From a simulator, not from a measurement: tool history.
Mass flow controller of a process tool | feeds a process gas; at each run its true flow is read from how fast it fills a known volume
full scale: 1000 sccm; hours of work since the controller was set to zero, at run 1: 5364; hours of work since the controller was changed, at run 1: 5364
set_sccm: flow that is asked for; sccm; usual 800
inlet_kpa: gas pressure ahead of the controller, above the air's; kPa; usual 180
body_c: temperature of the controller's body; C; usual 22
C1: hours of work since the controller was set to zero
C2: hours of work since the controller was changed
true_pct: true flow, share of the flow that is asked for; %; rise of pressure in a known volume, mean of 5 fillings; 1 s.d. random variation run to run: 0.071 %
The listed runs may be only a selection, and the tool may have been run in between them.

run 1 hour=0 | set_sccm=800 inlet_kpa=180 body_c=22 | C1=5364 C2=5364 | true_pct=97.17
run 2 hour=42.9 | set_sccm=800 inlet_kpa=190 body_c=22 | C1=5386 C2=5386 | true_pct=97.49
run 3 hour=91.6 | set_sccm=800 inlet_kpa=190 body_c=22 | C1=5410 C2=5410 | true_pct=97.33
run 4 hour=154 | set_sccm=800 inlet_kpa=190 body_c=22 | C1=5441 C2=5441 | true_pct=97.45
run 5 hour=209 | set_sccm=800 inlet_kpa=190 body_c=22 | C1=5468 C2=5468 | true_pct=97.32
run 6 hour=289 | set_sccm=800 inlet_kpa=180 body_c=22 | C1=5508 C2=5508 | true_pct=97.22
run 7 hour=363.8 | set_sccm=800 inlet_kpa=180 body_c=22 | C1=5545 C2=5545 | true_pct=97.24
run 8 hour=450.4 | set_sccm=800 inlet_kpa=249 body_c=22 | C1=5588 C2=5588 | true_pct=97.74
run 9 hour=516.7 | set_sccm=800 inlet_kpa=180 body_c=22 | C1=5621 C2=5621 | true_pct=97.29
run 10 hour=561.8 | set_sccm=800 inlet_kpa=180 body_c=22 | C1=5644 C2=5644 | true_pct=97.11
run 11 hour=633.3 | set_sccm=800 inlet_kpa=180 body_c=22 | C1=5679 C2=5679 | true_pct=97.23
run 12 hour=671.7 | set_sccm=800 inlet_kpa=180 body_c=22 | C1=5698 C2=5698 | true_pct=97.22
run 13 hour=727.3 | set_sccm=187 inlet_kpa=247 body_c=20 | C1=5726 C2=5726 | true_pct=92.18
run 14 hour=799.3 | set_sccm=187 inlet_kpa=247 body_c=20 | C1=5762 C2=5762 | true_pct=92.16
run 15 hour=857.5 | set_sccm=187 inlet_kpa=247 body_c=20 | C1=5790 C2=5790 | true_pct=92.17
run 16 hour=909.5 | set_sccm=887 inlet_kpa=247 body_c=31 | C1=5816 C2=5816 | true_pct=97.36
run 17 hour=960.7 | set_sccm=106 inlet_kpa=142 body_c=36 | C1=5842 C2=5842 | true_pct=86.32
run 18 hour=1023.7 | set_sccm=106 inlet_kpa=142 body_c=36 | C1=5873 C2=5873 | true_pct=86.15
run 19 hour=1106.1 | set_sccm=106 inlet_kpa=142 body_c=36 | C1=5914 C2=5914 | true_pct=86.24
run 20 hour=1152.5 | set_sccm=348 inlet_kpa=158 body_c=37 | C1=5937 C2=5937 | true_pct=93.13
run 21 hour=1244.4 | set_sccm=195 inlet_kpa=262 body_c=31 | C1=5983 C2=5983 | true_pct=91.61
run 22 hour=1337.9 | set_sccm=321 inlet_kpa=164 body_c=22 | C1=6029 C2=6029 | true_pct=93.78

Run 23 comes next. What will it give?
run 23 hour=1375.8 | set_sccm=158 inlet_kpa=231 body_c=24 | C1=6048 C2=6048 | true_pct=?

Logged for run 23: true_pct 90.43 %.
Were there no unlogged condition in the tool, this run, its random variation unchanged, would have produced true_pct 97.85 %.

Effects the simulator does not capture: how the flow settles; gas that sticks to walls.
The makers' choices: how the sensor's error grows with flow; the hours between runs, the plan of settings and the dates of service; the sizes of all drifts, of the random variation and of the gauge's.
